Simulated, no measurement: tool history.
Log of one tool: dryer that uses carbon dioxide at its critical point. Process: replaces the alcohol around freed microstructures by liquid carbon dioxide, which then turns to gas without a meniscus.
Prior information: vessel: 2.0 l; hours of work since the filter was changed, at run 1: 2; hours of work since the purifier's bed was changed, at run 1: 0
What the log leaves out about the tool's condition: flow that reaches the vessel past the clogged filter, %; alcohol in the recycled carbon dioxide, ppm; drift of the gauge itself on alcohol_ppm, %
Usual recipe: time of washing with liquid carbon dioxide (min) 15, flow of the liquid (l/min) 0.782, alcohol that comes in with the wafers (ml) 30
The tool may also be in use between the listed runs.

| run | day | time of washing with liquid carbon dioxide (min) | flow of the liquid (l/min) | alcohol that comes in with the wafers (ml) | hours of work since the filter was changed | hours of work since the purifier's bed was changed | alcohol left in the vessel before it's heated (ppm by volume) |
|---|---|---|---|---|---|---|---|
| 1 | 0 | 15 | 0.782 | 30 | 2 | 0 | 77 |
| 2 | 0.321 | 15 | 0.782 | 30 | 5 | 3 | 72 |
| 3 | 0.621 | 15 | 0.782 | 30 | 7 | 5 | 85 |
| 4 | 0.842 | 15 | 0.782 | 30 | 8 | 6 | 86 |
| 5 | 1.233 | 15 | 0.782 | 30 | 11 | 9 | 91 |
| 6 | 1.762 | 15 | 0.782 | 30 | 15 | 13 | 93 |
| 7 | 2.004 | 15 | 0.782 | 30 | 17 | 15 | 95 |
| 8 | 2.388 | 15 | 0.893 | 30 | 19 | 18 | 57 |
| 9 | 2.846 | 15 | 0.782 | 30 | 23 | 21 | 90 |
| 10 | 3.371 | 11 | 1.136 | 113 | 26 | 25 | 262 |
| 11 | 3.896 | 11 | 1.022 | 110 | 30 | 28 | 421 |
| 12 | 4.304 | 12 | 0.782 | 31 | 33 | 31 | 254 |
| 13 | 4.546 | 12 | 0.782 | 31 | 35 | 33 | 266 |
| 14 | 4.983 | 21 | 0.673 | 23 | 38 | 36 | 29 |
| 15 | 5.242 | 15 | 0.896 | 22 | 40 | 38 | 38 |
| 16 | 5.558 | 15 | 0.896 | 22 | 42 | 40 | 43 |
| 17 | 6.083 | 9 | 0.835 | 80 | 46 | 44 | 1537 |
| 18 | 6.512 | 9 | 0.835 | 80 | 49 | 47 | 1540 |

4 options for the next run, each taken on its own from the tool as it stands now. Forecast them:
| A | 6.804 | 18 | 0.538 | 80 | 51 | 49 | ? |
| B | 6.804 | 13 | 0.888 | 38 | 51 | 49 | ? |
| C | 6.804 | 9 | 0.835 | 63 | 51 | 49 | ? |
| D | 6.804 | 15 | 0.782 | 46 | 51 | 49 | ? |

| run | alcohol left in the vessel before it's heated (ppm by volume) |
|---|---|
| A | 565 |
| B | 150 |
| C | 1202 |
| D | 158 |
Without the tool's hidden state the same runs would have given:
| run | alcohol left in the vessel before it's heated (ppm by volume) |
|---|---|
| A | 474 |
| B | 120 |
| C | 1055 |
| D | 125 |
